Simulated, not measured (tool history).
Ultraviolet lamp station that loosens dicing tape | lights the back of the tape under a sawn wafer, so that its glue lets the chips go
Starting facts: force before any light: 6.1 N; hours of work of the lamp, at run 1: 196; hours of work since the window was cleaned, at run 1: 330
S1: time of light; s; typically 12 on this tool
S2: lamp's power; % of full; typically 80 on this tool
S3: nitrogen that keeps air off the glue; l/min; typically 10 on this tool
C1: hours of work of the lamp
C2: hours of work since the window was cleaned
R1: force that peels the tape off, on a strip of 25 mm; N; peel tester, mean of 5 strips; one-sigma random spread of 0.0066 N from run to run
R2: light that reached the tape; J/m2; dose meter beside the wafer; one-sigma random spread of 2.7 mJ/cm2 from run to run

run,hour,S1,S2,S3,C1,C2,R1,R2
1,0,12,80,10,196,330,0.368,3080
2,44,18,80,10,228,362,0.137,4510
3,77.7,18,80,10,252,386,0.141,4440
4,127.4,18,80,10,287,421,0.157,4320
5,151.4,18,80,10,304,439,0.164,4270
6,179.7,18,80,10,325,459,0.156,4170
7,209.3,18,80,10,346,480,0.17,4140
8,256.8,18,80,10,380,514,0.187,4020
9,301.6,12,80,10,412,546,0.537,2630
# hour 315.9: window cleaned of glue's vapour
10,358.3,12,80,10,452,30,0.469,2760
11,397.4,12,97,10,480,58,0.319,3330
12,445.1,12,97,10,514,93,0.351,3160
13,491,12,80,10,547,125,0.565,2560
14,529.8,12,80,17,575,153,0.373,2500
15,580,12,80,17,611,189,0.416,2450
# hour 583.5: lamp changed
16,617.2,12,87,17,24,215,0.131,3900
17,654,12,87,17,50,241,0.133,3850
18,706.3,12,87,17,88,279,0.141,3770
19,732.8,12,87,17,107,298,0.133,3680
20,780.1,12,87,17,141,332,0.146,3580
21,811.2,12,65,17,163,354,0.327,2630
22,859.8,17,92,8,198,389,0.125,5160
23,897.8,15,76,8,225,416,0.3,3710
24,927.6,15,67,15,246,437,0.222,3220
25,963.2,15,67,15,272,463,0.238,3100
26,1001.3,12,75,5,299,490,0.885,2770
27,1027.4,12,75,5,318,509,0.885,2750
28,1056.7,7,85,3,339,530,2.247,1790
29,1081.1,12,69,19,356,547,0.378,2450
# hour 1093.5: window cleaned of glue's vapour
30,1108,12,69,19,375,10,0.317,2610
31,1133.9,12,69,19,394,29,0.309,2580
32,1158.8,12,69,19,412,47,0.334,2490
33,1214,23,94,6,451,86,0.095,6410
34,1236.8,18,80,5,467,103,0.358,4180
35,1284.6,14,92,6,502,137,0.399,3630
36,1323.3,18,82,6,529,165,0.304,4100
37,1350.7,18,97,3,549,184,0.434,4740
38,1373.6,12,92,13,565,201,0.297,2990
39,1396.3,12,92,13,582,217,0.322,2920
# hour 1440.4: lamp changed
40,1440.4,12,92,13,0,248,0.143,4070
41,1490.4,12,92,13,36,283,0.136,4000
42,1525.2,12,92,4,61,308,0.536,3920

Forecast each of these 5 alternatives for the next run:
A,1568.2,13,92,4,91,339,?,?
B,1568.2,9,75,3,91,339,?,?
C,1568.2,10,74,4,91,339,?,?
D,1568.2,13,92,4,91,339,?,?
E,1568.2,17,87,4,91,339,?,?

run,R1,R2
A,0.444,4180
B,1.599,2370
C,1.173,2540
D,0.446,4180
E,0.274,5130
Without the tool's unlogged condition, the same runs would have read:
run,R1,R2
A,0.332,4700
B,1.358,2660
C,0.963,2870
D,0.335,4700
E,0.201,5780
